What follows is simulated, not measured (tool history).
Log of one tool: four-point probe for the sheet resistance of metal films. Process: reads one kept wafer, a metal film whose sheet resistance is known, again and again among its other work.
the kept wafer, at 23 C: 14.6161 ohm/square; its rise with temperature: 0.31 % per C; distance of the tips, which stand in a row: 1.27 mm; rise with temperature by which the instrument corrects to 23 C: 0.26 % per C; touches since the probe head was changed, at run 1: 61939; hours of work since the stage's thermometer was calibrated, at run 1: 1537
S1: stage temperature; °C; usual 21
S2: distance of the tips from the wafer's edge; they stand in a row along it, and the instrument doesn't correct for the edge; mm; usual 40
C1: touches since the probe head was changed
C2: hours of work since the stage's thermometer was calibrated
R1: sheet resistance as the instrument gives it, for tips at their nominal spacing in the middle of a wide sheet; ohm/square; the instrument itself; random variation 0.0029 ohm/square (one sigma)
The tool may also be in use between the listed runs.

run	hour	S1	S2	C1	C2	R1
1	0	21	40	61939	1537	14.797528
2	50.5	21	19	63296	1577	14.835708
# hour 64.3: stage's thermometer calibrated
3	91.8	32	19	64393	21	14.922248
4	145.8	32	19	65843	63	14.92595
5	204	21	64	67408	108	14.812119
6	254.6	21	64	68767	148	14.821204
# hour 282.8: stage's thermometer calibrated, once more
7	284.2	21	64	69549	1	14.787872
8	329.9	21	40	70779	37	14.790983
9	376.5	21	40	72030	73	14.796411
10	420.7	21	6	73217	107	15.140642
11	448.2	21	5	73958	128	15.289731
12	483.6	21	5	74909	156	15.290579
13	521.6	21	40	75930	185	14.805735
14	580.5	20	13	77514	231	14.865126
15	646	21	35	79274	282	14.809956
16	701.9	21	35	80775	325	14.809695
17	731.9	28	4	81581	349	15.619653
18	782.1	28	4	82931	387	15.623113
19	820.7	27	7	83969	417	15.116536
20	876.4	26	9	85466	461	15.005838
21	939.4	26	9	87158	510	15.011319
22	972.5	28	3	88048	535	16.168398
23	1035.4	25	37	89738	584	14.860941
24	1096.9	25	37	91390	632	14.856757
25	1160.7	21	37	93105	681	14.836508

3 ways to go on from here, each from the tool as it stands after run 25. What would each give?
A	1227.8	30	60	94909	733	?
B	1227.8	33	4	94909	733	?
C	1227.8	20	15	94909	733	?

run	R1
A	14.898501
B	15.687493
C	14.87565
Without the tool's hidden state the same runs would have given:
run	R1
A	14.668852
B	15.446756
C	14.646057
